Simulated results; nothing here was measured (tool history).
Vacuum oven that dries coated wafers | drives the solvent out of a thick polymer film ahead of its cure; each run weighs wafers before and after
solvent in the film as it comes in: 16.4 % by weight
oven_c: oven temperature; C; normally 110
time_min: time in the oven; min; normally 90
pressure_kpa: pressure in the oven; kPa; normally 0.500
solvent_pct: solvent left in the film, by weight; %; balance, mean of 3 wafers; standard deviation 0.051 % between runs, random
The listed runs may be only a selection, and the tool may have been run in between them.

Run 1, day 0.000: usual settings. Result: solvent_pct 1.06 %.
Run 2, day 0.742: usual settings but time_min 68 min. Result: solvent_pct 1.78 %.
Run 3, day 1.250: usual settings but oven_c 120 C. Result: solvent_pct 0.55 %.
Run 4, day 2.442: usual settings but pressure_kpa 1.191 kPa. Result: solvent_pct 1.57 %.
Run 5, day 3.142: usual settings but pressure_kpa 1.191 kPa. Result: solvent_pct 1.56 %.
Run 6, day 4.129: usual settings but pressure_kpa 1.191 kPa. Result: solvent_pct 1.63 %.
Run 7, day 5.279: usual settings. Result: solvent_pct 1.19 %.
Run 8, day 5.854: usual settings. Result: solvent_pct 1.32 %.
Run 9, day 6.942: usual settings. Result: solvent_pct 1.14 %.
Run 10, day 7.796: usual settings. Result: solvent_pct 1.15 %.
Run 11, day 8.912: usual settings. Result: solvent_pct 1.25 %.
Run 12, day 9.496: usual settings. Result: solvent_pct 1.17 %.
Run 13, day 10.688: usual settings. Result: solvent_pct 1.19 %.
Run 14, day 11.275: usual settings. Result: solvent_pct 1.26 %.
Run 15, day 12.017: usual settings. Result: solvent_pct 1.18 %.
Run 16, day 13.075: usual settings. Result: solvent_pct 1.23 %.
Run 17, day 13.592: usual settings. Result: solvent_pct 1.27 %.
Run 18, day 14.625: usual settings. Result: solvent_pct 1.16 %.
Run 19, day 15.342: usual settings but time_min 88 min. Result: solvent_pct 1.36 %.
Run 20, day 16.317: usual settings but oven_c 116 C, time_min 147 min, pressure_kpa 1.131 kPa. Result: solvent_pct 0.82 %.
Run 21, day 16.817: usual settings but oven_c 121 C. Result: solvent_pct 0.62 %.
At day 17.004: oven's thermocouples calibrated.
Run 22, day 17.729: usual settings but oven_c 119 C, pressure_kpa 1.545 kPa. Result: solvent_pct 1.10 %.
Run 23, day 18.429: usual settings but oven_c 119 C, pressure_kpa 1.545 kPa. Result: solvent_pct 1.25 %.
Run 24, day 19.479: usual settings but oven_c 119 C, pressure_kpa 1.545 kPa. Result: solvent_pct 1.21 %.
Run 25, day 20.171: usual settings but time_min 143 min, pressure_kpa 0.493 kPa. Result: solvent_pct 0.81 %.
At day 20.750: oven's thermocouples calibrated, once more.
Run 26, day 20.975: usual settings but oven_c 97 C, time_min 97 min, pressure_kpa 0.843 kPa. Result: solvent_pct 2.81 %.
Run 27, day 21.712: usual settings but oven_c 103 C, time_min 99 min, pressure_kpa 0.294 kPa. Result: solvent_pct 1.46 %.
Run 28, day 22.850: usual settings but time_min 70 min, pressure_kpa 0.495 kPa. Result: solvent_pct 1.62 %.
Run 29, day 23.796: usual settings but time_min 70 min, pressure_kpa 0.495 kPa. Result: solvent_pct 1.70 %.
Run 30, day 24.933: usual settings but oven_c 106 C, pressure_kpa 1.668 kPa. Result: solvent_pct 2.40 %.
Run 31, day 26.154: usual settings but oven_c 106 C, pressure_kpa 1.668 kPa. Result: solvent_pct 2.43 %.
Run 32, day 26.983: usual settings but oven_c 108 C. Result: solvent_pct 1.38 %.
Run 33, day 27.808: usual settings but oven_c 97 C, time_min 118 min, pressure_kpa 1.831 kPa. Result: solvent_pct 3.16 %.
Run 34, day 28.721: usual settings but oven_c 97 C, time_min 118 min, pressure_kpa 1.831 kPa. Result: solvent_pct 3.17 %.
Run 35, day 29.917: usual settings but oven_c 123 C, time_min 141 min. Result: solvent_pct 0.39 %.
Run 36, day 30.767: usual settings but oven_c 123 C, time_min 141 min. Result: solvent_pct 0.39 %.
Run 37, day 31.325: usual settings but oven_c 123 C, time_min 141 min. Result: solvent_pct 0.51 %.

Subtracting, for every run, the result it would have given without the tool's unlogged condition from the measured result gives the following. The same run-to-run variation enters both numbers; the gauge's scatter may not:
The tool's hidden condition here consists of: true wafer temperature over the reading, C; true pressure over the reading, kPa; drift of the gauge itself on solvent_pct, %.
run  solvent_pct
  1        +0.22
  2        +0.26
  3        +0.14
  4        +0.25
  5        +0.24
  6        +0.26
  7        +0.25
  8        +0.26
  9        +0.27
 10        +0.27
 11        +0.27
 12        +0.28
 13        +0.28
 14        +0.29
 15        +0.29
 16        +0.30
 17        +0.31
 18        +0.32
 19        +0.32
 20        +0.23
 21        +0.21
 22        +0.27
 23        +0.28
 24        +0.28
 25        +0.31
 26        +0.37
 27        +0.31
 28        +0.24
 29        +0.26
 30        +0.31
 31        +0.32
 32        +0.30
 33        +0.44
 34        +0.45
 35        +0.19
 36        +0.20
 37        +0.20

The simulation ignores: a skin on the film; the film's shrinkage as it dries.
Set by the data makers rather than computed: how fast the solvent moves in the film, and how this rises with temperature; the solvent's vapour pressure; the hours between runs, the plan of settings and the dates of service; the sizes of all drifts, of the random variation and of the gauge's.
